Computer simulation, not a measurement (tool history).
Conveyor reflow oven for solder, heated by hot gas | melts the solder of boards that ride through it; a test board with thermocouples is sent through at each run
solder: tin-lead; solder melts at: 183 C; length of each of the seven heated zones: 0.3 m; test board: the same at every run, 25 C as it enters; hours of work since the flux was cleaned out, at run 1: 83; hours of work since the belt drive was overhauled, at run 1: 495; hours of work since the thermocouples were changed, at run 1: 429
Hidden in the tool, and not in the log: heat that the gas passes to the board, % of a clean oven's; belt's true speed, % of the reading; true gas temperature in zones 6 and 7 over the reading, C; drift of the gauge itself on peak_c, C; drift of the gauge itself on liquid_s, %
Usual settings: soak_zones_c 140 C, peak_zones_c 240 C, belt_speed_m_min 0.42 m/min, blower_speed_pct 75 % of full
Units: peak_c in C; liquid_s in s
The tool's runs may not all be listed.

run   hour  soak_zones_c  peak_zones_c  belt_speed_m_min  blower_speed_pct  hours of work since the flux was cleaned out  hours of work since the belt drive was overhauled  hours of work since the thermocouples were changed  peak_c  liquid_s
  1      0           140           240              0.42                75                                            83                                                495                                                 429   222.8      70.3
  2   20.2           140           240             0.387                75                                            95                                                507                                                 441   225.3      77.5
  3     45           140           230             0.387                75                                           109                                                521                                                 455     216      70.1
  4   66.8           140           230             0.387                75                                           122                                                533                                                 467   217.6      70.8
  5     87           140           230             0.387                75                                           133                                                545                                                 479   217.1      70.5
  6    108           140           230             0.387                88                                           145                                                557                                                 491   219.8      73.6
  7  123.2           140           230             0.387                88                                           154                                                566                                                 500   219.4      73.8
  8  147.3           140           230             0.387                88                                           168                                                580                                                 514     219      73.4
  9    164           140           230             0.387                88                                           177                                                589                                                 523   219.3        74
 10  184.9           140           240              0.42                75                                           189                                                601                                                 535   222.7      69.4
 11  203.1           140           240              0.42                75                                           200                                                612                                                 545     223      69.5
 12  218.8           140           240              0.42                75                                           209                                                620                                                 554   222.4      69.7
 13  230.4           140           240              0.42                75                                           215                                                627                                                 561   222.5      68.6
 14    244           140           240              0.42                75                                           223                                                635                                                 569   222.7      69.9
 15  264.1           140           240              0.42                75                                           234                                                646                                                 580   223.1      69.4
 16  288.4           129           253             0.398                67                                           248                                                660                                                 594   231.8      75.1
 17    300           129           253             0.398                67                                           255                                                667                                                 601   231.2      74.9
 18    313           140           240              0.42                57                                           262                                                674                                                 608   217.3      63.2
 19  327.1           145           244             0.463                66                                           271                                                682                                                 616     221      62.9
 20  342.5           147           231              0.42                75                                           279                                                691                                                 625   216.8      67.5
 21  357.6           131           240             0.461                66                                           288                                                700                                                 634   214.4      52.6
 22    372           138           240              0.42                75                                           296                                                708                                                 642   222.5      68.3
 23  396.2           140           235              0.42                51                                           310                                                722                                                 656   210.8      56.5
 24  409.5           132           254             0.415                73                                           318                                                730                                                 664   233.7        74
 25  432.8           152           240             0.363                75                                           331                                                743                                                 677     229      91.4
 26  454.7           152           249             0.493                68                                           344                                                755                                                 689   225.1      63.7
 27  478.7           152           249             0.493                68                                           357                                                769                                                 703   225.6      63.4
 28  496.8           128           233             0.493                62                                           368                                                780                                                 714   203.7        37
     512.2  -- flux residue cleaned out of gas plates and filters
 29  520.5           130           240              0.42                81                                             5                                                790                                                 724   222.9      65.5
 30    534           140           240             0.461                72                                            12                                                798                                                 732   218.4      59.5

3 ways to go on from here, each from the tool as it stands after run 30. What would each give?
  A  547.5           153           234             0.461                69                                            20                                                806                                                 740       ?         ?
  B  547.5           140           240              0.44                58                                            20                                                806                                                 740       ?         ?
  C  547.5           140           243             0.461                52                                            20                                                806                                                 740       ?         ?

run  peak_c  liquid_s
  A   215.8      63.1
  B   215.6      59.6
  C   213.5      53.8
Without the tool's hidden state the same runs would have given:
run  peak_c  liquid_s
  A   215.8      63.1
  B   215.6      59.6
  C   213.5      53.8

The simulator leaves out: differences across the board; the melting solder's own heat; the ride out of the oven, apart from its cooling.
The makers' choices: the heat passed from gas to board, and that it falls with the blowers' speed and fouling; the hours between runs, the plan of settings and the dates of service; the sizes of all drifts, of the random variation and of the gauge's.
